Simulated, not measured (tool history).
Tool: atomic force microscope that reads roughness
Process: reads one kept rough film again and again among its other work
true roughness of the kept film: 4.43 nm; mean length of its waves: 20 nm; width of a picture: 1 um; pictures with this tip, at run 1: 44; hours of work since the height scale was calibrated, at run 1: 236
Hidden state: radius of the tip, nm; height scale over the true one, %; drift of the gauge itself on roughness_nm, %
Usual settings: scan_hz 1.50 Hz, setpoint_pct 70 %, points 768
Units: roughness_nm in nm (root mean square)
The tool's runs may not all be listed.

run   hour  scan_hz  setpoint_pct  points  pictures with this tip  hours of work since the height scale was calibrated  roughness_nm
  1    0.0     1.50            70     768                      44                                                  236         3.051
  2   14.4     1.50            70     543                      62                                                  243         2.938
  3   27.4     1.50            70     543                      79                                                  249         2.906
  4   37.5     1.50            72     543                      92                                                  254         2.796
  5   53.8     1.50            70     768                     113                                                  261         2.784
  6   70.3     1.50            70     768                     134                                                  269         2.682
  7   89.2     1.50            70     768                     158                                                  278         2.615
  8  105.9     1.50            70     768                     179                                                  286         2.568
  9  124.4     1.50            70     768                     203                                                  295         2.495
 10  137.5     1.50            83     768                     220                                                  301         2.247
 11  148.9     0.52            70     768                     234                                                  306         2.565
 12  162.4     0.52            70     768                     251                                                  313         2.520
 13  171.5     0.52            70     768                     263                                                  317         2.464
 14  179.3     0.52            70     768                     273                                                  321         2.447
 15  195.5     1.50            70     421                     294                                                  328         2.245
     202.1  -- new tip fitted
 16  208.8     0.65            70     421                       9                                                  334         3.366
 17  226.0     1.50            70     768                      31                                                  342         3.126
 18  242.0     1.50            70     768                      52                                                  350         3.038
 19  256.4     1.50            70     768                      70                                                  357         2.944
 20  275.3     1.50            70     768                      94                                                  366         2.854
 21  284.8     1.50            70     768                     106                                                  370         2.816
 22  294.0     1.50            70     768                     118                                                  375         2.791
 23  305.9     1.50            70     768                     133                                                  380         2.721
 24  316.8     1.50            70     768                     147                                                  385         2.646
     318.6  -- height scale calibrated on a step standard
 25  333.9     1.50            70     768                     168                                                    7         2.610
 26  351.0     1.50            70     768                     190                                                   15         2.534
     354.8  -- height scale calibrated on a step standard, once more
 27  370.2     1.60            60     589                     213                                                    7         2.596
 28  386.8     1.50            62     327                     234                                                   15         2.464
 29  401.7     1.50            62     327                     253                                                   22         2.415
 30  419.3     1.89            70     554                     276                                                   30         2.278
 31  430.6     1.50            70     679                     290                                                   36         2.296
     439.4  -- new tip fitted
 32  442.4     0.70            78     778                       4                                                   41         3.351
 33  458.4     2.35            70     902                      24                                                   49         3.058
 34  473.7     2.35            70     902                      43                                                   56         2.968
 35  492.0     2.35            70     902                      67                                                   65         2.863
 36  507.3     2.35            70     902                      86                                                   72         2.801
 37  519.9     2.35            70     902                     103                                                   78         2.712
 38  530.7     1.11            70     726                     116                                                   83         2.879
 39  538.6     1.11            58     496                     126                                                   87         2.943
 40  547.6     1.11            58     496                     138                                                   91         2.889
 41  564.2     0.98            72     872                     159                                                   99         2.722
 42  574.2     1.50            81     291                     172                                                  103         2.372
 43  593.2     2.61            76     862                     196                                                  112         2.261
 44  607.2     2.61            76     862                     214                                                  119         2.214
 45  616.3     3.22            70     768                     226                                                  123         2.218
 46  625.7     3.28            56    1001                     238                                                  128         2.442
 47  643.1     3.28            56    1001                     260                                                  136         2.403
 48  656.4     2.46            77     820                     277                                                  142         2.075
 49  665.3     2.46            77     820                     288                                                  146         2.039
     675.0  -- new tip fitted
 50  684.4     2.49            88     315                      12                                                  155         2.469
 51  698.8     0.58            70     768                      31                                                  162         3.310
 52  706.7     0.58            70     768                      41                                                  166         3.267

3 ways to go on from here, each from the tool as it stands after run 52. What would each give?
  A  715.4     1.45            58     421                      52                                                  170             ?
  B  715.4     0.84            62     367                      52                                                  170             ?
  C  715.4     3.21            78     768                      52                                                  170             ?

run  roughness_nm
  A         3.130
  B         3.166
  C         2.526
Without the tool's hidden state the same runs would have given:
run  roughness_nm
  A         3.404
  B         3.443
  C         2.746
